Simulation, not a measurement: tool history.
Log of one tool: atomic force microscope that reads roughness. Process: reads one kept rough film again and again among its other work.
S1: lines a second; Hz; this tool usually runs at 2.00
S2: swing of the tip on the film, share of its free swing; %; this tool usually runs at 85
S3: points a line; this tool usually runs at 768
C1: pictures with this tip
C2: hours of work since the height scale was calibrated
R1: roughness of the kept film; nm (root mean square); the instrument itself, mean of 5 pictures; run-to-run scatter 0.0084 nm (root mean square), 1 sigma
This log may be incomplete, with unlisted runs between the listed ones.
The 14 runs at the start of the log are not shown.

{"run": 15, "hour": 241.8, "S1": 2.0, "S2": 85, "S3": 768, "C1": 33, "C2": 230, "R1": 1.773}
{"run": 16, "hour": 253.6, "S1": 2.0, "S2": 85, "S3": 768, "C1": 51, "C2": 238, "R1": 1.711}
{"run": 17, "hour": 272.9, "S1": 2.0, "S2": 85, "S3": 349, "C1": 79, "C2": 251, "R1": 1.639}
{"run": 18, "hour": 291.9, "S1": 2.0, "S2": 79, "S3": 768, "C1": 107, "C2": 264, "R1": 1.708}
{"run": 19, "hour": 311.6, "S1": 1.71, "S2": 79, "S3": 768, "C1": 136, "C2": 277, "R1": 1.689}
{"run": 20, "hour": 332.3, "S1": 2.02, "S2": 79, "S3": 768, "C1": 167, "C2": 291, "R1": 1.576}
{"run": 21, "hour": 348.8, "S1": 0.77, "S2": 72, "S3": 768, "C1": 192, "C2": 302, "R1": 1.78}
{"run": 22, "hour": 358.9, "S1": 2.0, "S2": 85, "S3": 878, "C1": 207, "C2": 309, "R1": 1.444}
{"run": 23, "hour": 376.3, "S1": 2.0, "S2": 70, "S3": 878, "C1": 232, "C2": 320, "R1": 1.599}
{"run": 24, "hour": 389.7, "S1": 2.0, "S2": 70, "S3": 338, "C1": 252, "C2": 329, "R1": 1.54}
{"run": 25, "hour": 412.4, "S1": 2.0, "S2": 70, "S3": 338, "C1": 286, "C2": 344, "R1": 1.48}
{"run": 26, "hour": 422.3, "S1": 1.84, "S2": 70, "S3": 655, "C1": 301, "C2": 351, "R1": 1.495}
{"run": 27, "hour": 443.8, "S1": 1.27, "S2": 60, "S3": 662, "C1": 333, "C2": 365, "R1": 1.554}
{"run": 28, "hour": 466.5, "S1": 0.59, "S2": 85, "S3": 579, "C1": 366, "C2": 381, "R1": 1.457}
{"hour": 475.6, "done": "new tip fitted"}
{"run": 29, "hour": 489.2, "S1": 0.59, "S2": 85, "S3": 579, "C1": 20, "C2": 396, "R1": 2.109}
{"run": 30, "hour": 501.0, "S1": 1.49, "S2": 78, "S3": 401, "C1": 38, "C2": 403, "R1": 1.936}
{"run": 31, "hour": 519.2, "S1": 1.03, "S2": 85, "S3": 939, "C1": 65, "C2": 416, "R1": 1.921}
{"run": 32, "hour": 530.0, "S1": 1.25, "S2": 64, "S3": 794, "C1": 81, "C2": 423, "R1": 2.027}
{"run": 33, "hour": 542.2, "S1": 2.0, "S2": 60, "S3": 269, "C1": 99, "C2": 431, "R1": 1.902}
{"run": 34, "hour": 553.1, "S1": 2.0, "S2": 85, "S3": 292, "C1": 115, "C2": 438, "R1": 1.545}

Predict each of these 4 candidate next runs independently; none follows another, all start after run 34:
{"run": "A", "hour": 573.7, "S1": 2.0, "S2": 67, "S3": 481, "C1": 146, "C2": 452, "R1": "?"}
{"run": "B", "hour": 573.7, "S1": 0.72, "S2": 74, "S3": 301, "C1": 146, "C2": 452, "R1": "?"}
{"run": "C", "hour": 573.7, "S1": 1.4, "S2": 85, "S3": 419, "C1": 146, "C2": 452, "R1": "?"}
{"run": "D", "hour": 573.7, "S1": 1.3, "S2": 85, "S3": 324, "C1": 146, "C2": 452, "R1": "?"}

run=A R1=1.752
run=B R1=1.826
run=C R1=1.639
run=D R1=1.644
Without the tool's unlogged condition, the same runs would have read:
run=A R1=2.112
run=B R1=2.198
run=C R1=1.973
run=D R1=1.980

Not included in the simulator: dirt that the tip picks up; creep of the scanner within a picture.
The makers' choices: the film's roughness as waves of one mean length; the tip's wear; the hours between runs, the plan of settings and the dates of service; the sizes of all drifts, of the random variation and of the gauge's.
